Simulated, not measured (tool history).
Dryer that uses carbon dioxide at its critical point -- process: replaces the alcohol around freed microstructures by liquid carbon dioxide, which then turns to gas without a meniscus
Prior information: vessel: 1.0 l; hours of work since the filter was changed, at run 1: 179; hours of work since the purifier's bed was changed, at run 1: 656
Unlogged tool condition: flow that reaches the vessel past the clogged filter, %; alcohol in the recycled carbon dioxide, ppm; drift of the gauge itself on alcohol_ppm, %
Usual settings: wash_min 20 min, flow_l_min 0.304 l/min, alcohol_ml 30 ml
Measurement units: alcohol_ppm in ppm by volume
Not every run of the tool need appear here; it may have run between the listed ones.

run     day  wash_min  flow_l_min  alcohol_ml  hours of work since the filter was changed  hours of work since the purifier's bed was changed  alcohol_ppm
  1       0        20       0.304          30                                         179                                                 656          372
  2   2.383        20       0.304          30                                         199                                                 677          390
  3   4.762        20       0.304          30                                         220                                                 698          390
  4   7.058        20       0.485          30                                         240                                                 717           70
  5   9.238        28       0.485          30                                         259                                                 736           56
  6  10.588        28       0.485          30                                         271                                                 748           63
  7  12.725        28       0.485          30                                         289                                                 767           55
  8      15        20       0.304          30                                         309                                                 787          419
  9  16.888        20       0.304          30                                         325                                                 803          438
 10  18.642        20       0.304          30                                         341                                                 818          441
 11  19.708        20       0.304          30                                         350                                                 827          449
 12  21.567        20       0.304          30                                         366                                                 844          443
     22.604  -- inlet filter changed
 13  22.704        20       0.304          30                                           1                                                 853          336
 14  24.208        20       0.304          30                                          14                                                 866          348
 15  26.454        20       0.304          30                                          33                                                 886          342
 16  28.496        20       0.304          30                                          51                                                 903          359
 17  30.075        20       0.304          30                                          65                                                 917          361
 18  31.296        20       0.194          30                                          76                                                 928         1724
 19  32.775        20       0.304          30                                          88                                                 941          378
 20      35        20       0.304          31                                         108                                                 960          396
 21  36.683        20       0.304          31                                         122                                                 975          401
 22  38.621        20       0.304          31                                         139                                                 991          402
 23  39.688        20       0.304          21                                         149                                                1001          296
 24  41.554        20       0.304          21                                         165                                                1017          305
 25  43.175        20       0.304          21                                         179                                                1031          296
 26  44.971        20       0.304          21                                         194                                                1047          293
 27  46.892        17        0.24          27                                         211                                                1063         1458
     48.058  -- purifier's bed changed
 28  48.762        18        0.24          92                                         226                                                   6         3872
 29   51.35        18       0.297          47                                         249                                                  29          957
 30  53.354        25       0.305          37                                         266                                                  46          157
 31  55.912        20       0.475          31                                         288                                                  68           37
 32  57.196        20       0.407          31                                         300                                                  79           92
 33  58.867        17       0.215          30                                         314                                                  94         2169
 34  61.108        17       0.404          49                                         334                                                 113          346
 35  63.246        20       0.222          30                                         352                                                 132         1254
 36  65.262        29       0.303          30                                         370                                                 150           75
     65.962  -- inlet filter changed
 37  67.217        28         0.4          44                                          11                                                 166           20
 38  68.892        16       0.381          43                                          25                                                 181          419
 39  70.167        14       0.268          30                                          37                                                 192         1760
 40  72.217        15       0.402          23                                          54                                                 210          244
 41  73.933        15       0.402          23                                          69                                                 225          247
 42  76.271        15       0.402          23                                          90                                                 245          254
 43  78.496        15       0.402          23                                         109                                                 264          256
 44  79.671        13       0.194          21                                         119                                                 274         3324

How the hidden state differs across the entries between the runs, from the last listed run before each to the first after it:
Runs 12 to 13: inlet filter changed (day 22.604)
  flow that reaches the vessel past the clogged filter, %: 92.8 -> 99.6; alcohol in the recycled carbon dioxide, ppm: 57.3 -> 57.9
  measured minus no-state result, alcohol_ppm: +161 -> +57 ppm by volume
Runs 27 to 28: purifier's bed changed (day 48.058)
  flow that reaches the vessel past the clogged filter, %: 96 -> 95.7; alcohol in the recycled carbon dioxide, ppm: 70.9 -> 5.8
  measured minus no-state result, alcohol_ppm: +231 -> +512 ppm by volume
Runs 36 to 37: inlet filter changed (day 65.962)
  flow that reaches the vessel past the clogged filter, %: 93.2 -> 99.4; alcohol in the recycled carbon dioxide, ppm: 14.7 -> 15.7
  measured minus no-state result, alcohol_ppm: +30 -> +11 ppm by volume
